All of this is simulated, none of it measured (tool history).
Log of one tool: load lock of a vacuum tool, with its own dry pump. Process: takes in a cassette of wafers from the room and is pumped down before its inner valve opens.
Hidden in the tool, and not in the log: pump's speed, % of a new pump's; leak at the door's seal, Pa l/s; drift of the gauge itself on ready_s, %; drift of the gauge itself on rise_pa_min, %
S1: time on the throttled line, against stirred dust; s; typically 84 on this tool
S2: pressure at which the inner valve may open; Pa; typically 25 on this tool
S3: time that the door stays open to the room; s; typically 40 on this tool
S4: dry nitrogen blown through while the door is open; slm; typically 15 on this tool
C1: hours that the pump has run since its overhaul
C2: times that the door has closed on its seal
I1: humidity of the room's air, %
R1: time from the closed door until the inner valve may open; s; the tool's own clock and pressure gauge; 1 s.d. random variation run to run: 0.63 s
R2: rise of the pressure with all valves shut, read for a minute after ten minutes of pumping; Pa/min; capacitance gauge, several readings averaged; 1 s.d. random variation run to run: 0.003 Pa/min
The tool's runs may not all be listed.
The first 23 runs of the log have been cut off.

| run | hour | S1 | S2 | S3 | S4 | C1 | C2 | I1 | R1 | R2 |
|---|---|---|---|---|---|---|---|---|---|---|
| 24 | 3170.3 | 59 | 36 | 234 | 15 | 3170 | 41823 | 43.1 | 92.1 | 0.503 |
| 25 | 3303.1 | 49 | 25 | 40 | 15 | 3303 | 42415 | 47.5 | 85.3 | 0.468 |
| 26 | 3426.8 | 49 | 25 | 40 | 15 | 3427 | 42967 | 44.1 | 86.6 | 0.483 |
| 27 | 3523.7 | 49 | 50 | 40 | 15 | 3524 | 43399 | 43.2 | 82.1 | 0.498 |
| 28 | 3628.2 | 57 | 26 | 40 | 15 | 3628 | 43866 | 43.3 | 93.1 | 0.498 |
| 29 | 3805.2 | 150 | 37 | 40 | 15 | 3805 | 44655 | 38.6 | 169.3 | 0.510 |
| 30 | 3982.0 | 150 | 45 | 40 | 20 | 3982 | 45444 | 43.9 | 167.8 | 0.530 |
| 31 | 4074.6 | 163 | 45 | 40 | 30 | 4075 | 45857 | 44.0 | 178.8 | 0.531 |
| 32 | 4267.9 | 143 | 25 | 40 | 15 | 4268 | 46719 | 47.9 | 166.6 | 0.555 |
| 33 | 4450.0 | 88 | 37 | 44 | 15 | 4450 | 47532 | 43.3 | 117.7 | 0.568 |

Below are 4 alternative next runs, each starting from the tool's condition after run 33. Predict each:
| A | 4562.4 | 84 | 25 | 175 | 15 | 4562 | 48033 | 41.5 | ? | ? |
| B | 4562.4 | 78 | 25 | 212 | 15 | 4562 | 48033 | 45.8 | ? | ? |
| C | 4562.4 | 88 | 37 | 55 | 15 | 4562 | 48033 | 46.4 | ? | ? |
| D | 4562.4 | 81 | 25 | 40 | 15 | 4562 | 48033 | 43.8 | ? | ? |

| run | R1 | R2 |
|---|---|---|
| A | 116.8 | 0.601 |
| B | 110.8 | 0.602 |
| C | 118.5 | 0.572 |
| D | 115.4 | 0.579 |
Stripped of hidden state, with their random variation kept, the same runs would have yielded:
| run | R1 | R2 |
|---|---|---|
| A | 113.3 | 0.054 |
| B | 107.2 | 0.065 |
| C | 115.1 | 0.030 |
| D | 111.7 | 0.027 |

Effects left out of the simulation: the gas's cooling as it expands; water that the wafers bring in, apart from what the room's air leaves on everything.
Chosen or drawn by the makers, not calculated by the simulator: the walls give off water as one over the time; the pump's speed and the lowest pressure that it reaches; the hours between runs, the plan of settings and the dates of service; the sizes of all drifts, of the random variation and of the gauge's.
